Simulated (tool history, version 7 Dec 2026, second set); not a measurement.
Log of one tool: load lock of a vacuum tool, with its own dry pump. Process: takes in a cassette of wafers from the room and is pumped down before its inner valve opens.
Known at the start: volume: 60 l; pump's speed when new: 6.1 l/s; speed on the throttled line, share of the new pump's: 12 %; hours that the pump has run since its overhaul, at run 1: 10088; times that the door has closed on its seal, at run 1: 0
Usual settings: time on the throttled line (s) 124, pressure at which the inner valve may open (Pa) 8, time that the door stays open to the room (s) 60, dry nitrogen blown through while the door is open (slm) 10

run    hour  time on the throttled line (s)  pressure at which the inner valve may open (Pa)  time that the door stays open to the room (s)  dry nitrogen blown through while the door is open (slm)  hours that the pump has run since its overhaul  times that the door has closed on its seal  incoming humidity of the room's air, %  time from the closed door until the inner valve may open (s)  rise of the pressure with all valves shut (Pa/min)
  1     0.0                             124                                                8                                             60                                                       10                                           10088                                           0                                    45.7                                                         219.3                                               0.023
  2   541.4                             124                                                8                                             60                                                       10                                           10629                                        1906                                    43.7                                                         221.1                                               0.027
  3   802.9                             124                                                8                                             60                                                       10                                           10891                                        2827                                    43.9                                                         219.5                                               0.032
  4  1437.1                             124                                                8                                             60                                                       10                                           11525                                        5059                                    41.4                                                         221.0                                               0.039
  5  1926.2                             124                                                8                                             34                                                       10                                           12014                                        6781                                    43.1                                                         221.9                                               0.040
  6  2198.7                             124                                               14                                             60                                                       10                                           12286                                        7740                                    43.3                                                         218.1                                               0.053
  7  2690.2                             124                                                8                                             60                                                       10                                           12778                                        9471                                    41.2                                                         223.7                                               0.058
  8  3144.3                             124                                               12                                             60                                                       10                                           13232                                       11069                                    41.3                                                         219.7                                               0.065

The next listed run, before its measurement:
     3398.3  -- dry pump taken out, an overhauled one fitted
  9  3433.1                             127                                               10                                             60                                                       10                                              35                                       12065                                    42.9                                                             ?                                                   ?

{"run 9": {"time from the closed door until the inner valve may open (s)": 204.9, "rise of the pressure with all valves shut (Pa/min)": 0.072}}
Without the tool's hidden state the same run would have given time from the closed door until the inner valve may open (s) 204.7, rise of the pressure with all valves shut (Pa/min) 0.023.
